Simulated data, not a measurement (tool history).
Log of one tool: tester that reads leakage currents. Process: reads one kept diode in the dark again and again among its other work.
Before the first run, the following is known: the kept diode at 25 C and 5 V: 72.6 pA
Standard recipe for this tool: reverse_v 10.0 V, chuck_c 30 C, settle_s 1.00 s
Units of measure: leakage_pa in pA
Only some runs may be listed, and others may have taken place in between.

{"run": 1, "hour": 0.0, "reverse_v": 10.0, "chuck_c": 30, "settle_s": 1.0, "leakage_pa": 178.58}
{"run": 2, "hour": 28.9, "reverse_v": 10.0, "chuck_c": 30, "settle_s": 1.0, "leakage_pa": 178.41}
{"run": 3, "hour": 68.3, "reverse_v": 6.2, "chuck_c": 30, "settle_s": 1.0, "leakage_pa": 139.73}
{"run": 4, "hour": 108.8, "reverse_v": 6.6, "chuck_c": 30, "settle_s": 1.0, "leakage_pa": 144.82}
{"run": 5, "hour": 135.9, "reverse_v": 10.0, "chuck_c": 30, "settle_s": 6.14, "leakage_pa": 178.08}
{"run": 6, "hour": 164.0, "reverse_v": 10.0, "chuck_c": 30, "settle_s": 6.14, "leakage_pa": 178.52}
{"run": 7, "hour": 217.8, "reverse_v": 2.2, "chuck_c": 30, "settle_s": 6.14, "leakage_pa": 82.4}
{"run": 8, "hour": 247.3, "reverse_v": 6.9, "chuck_c": 30, "settle_s": 1.0, "leakage_pa": 149.21}
{"run": 9, "hour": 286.7, "reverse_v": 6.9, "chuck_c": 30, "settle_s": 1.0, "leakage_pa": 149.38}
{"run": 10, "hour": 339.2, "reverse_v": 10.0, "chuck_c": 30, "settle_s": 1.0, "leakage_pa": 182.15}
{"run": 11, "hour": 366.9, "reverse_v": 10.0, "chuck_c": 30, "settle_s": 1.0, "leakage_pa": 182.24}
{"run": 12, "hour": 409.8, "reverse_v": 10.0, "chuck_c": 30, "settle_s": 0.63, "leakage_pa": 184.36}
{"run": 13, "hour": 467.3, "reverse_v": 10.0, "chuck_c": 30, "settle_s": 0.63, "leakage_pa": 185.68}
{"run": 14, "hour": 500.4, "reverse_v": 10.0, "chuck_c": 30, "settle_s": 0.33, "leakage_pa": 190.12}
{"run": 15, "hour": 540.5, "reverse_v": 10.0, "chuck_c": 30, "settle_s": 0.33, "leakage_pa": 190.64}
{"run": 16, "hour": 567.2, "reverse_v": 13.9, "chuck_c": 54, "settle_s": 3.27, "leakage_pa": 1104.32}
{"run": 17, "hour": 622.8, "reverse_v": 8.0, "chuck_c": 30, "settle_s": 0.61, "leakage_pa": 165.79}
{"run": 18, "hour": 660.8, "reverse_v": 8.0, "chuck_c": 46, "settle_s": 0.61, "leakage_pa": 499.47}
{"run": 19, "hour": 697.1, "reverse_v": 2.9, "chuck_c": 60, "settle_s": 4.39, "leakage_pa": 754.47}
{"run": 20, "hour": 743.7, "reverse_v": 3.5, "chuck_c": 32, "settle_s": 2.39, "leakage_pa": 123.71}

Run 21 is up next; what results do you expect?
{"run": 21, "hour": 773.4, "reverse_v": 3.6, "chuck_c": 30, "settle_s": 1.0, "leakage_pa": "?"}

{"run 21": {"leakage_pa": 109.34}}
Without the tool's hidden state the same run would have given leakage_pa 92.59 pA.

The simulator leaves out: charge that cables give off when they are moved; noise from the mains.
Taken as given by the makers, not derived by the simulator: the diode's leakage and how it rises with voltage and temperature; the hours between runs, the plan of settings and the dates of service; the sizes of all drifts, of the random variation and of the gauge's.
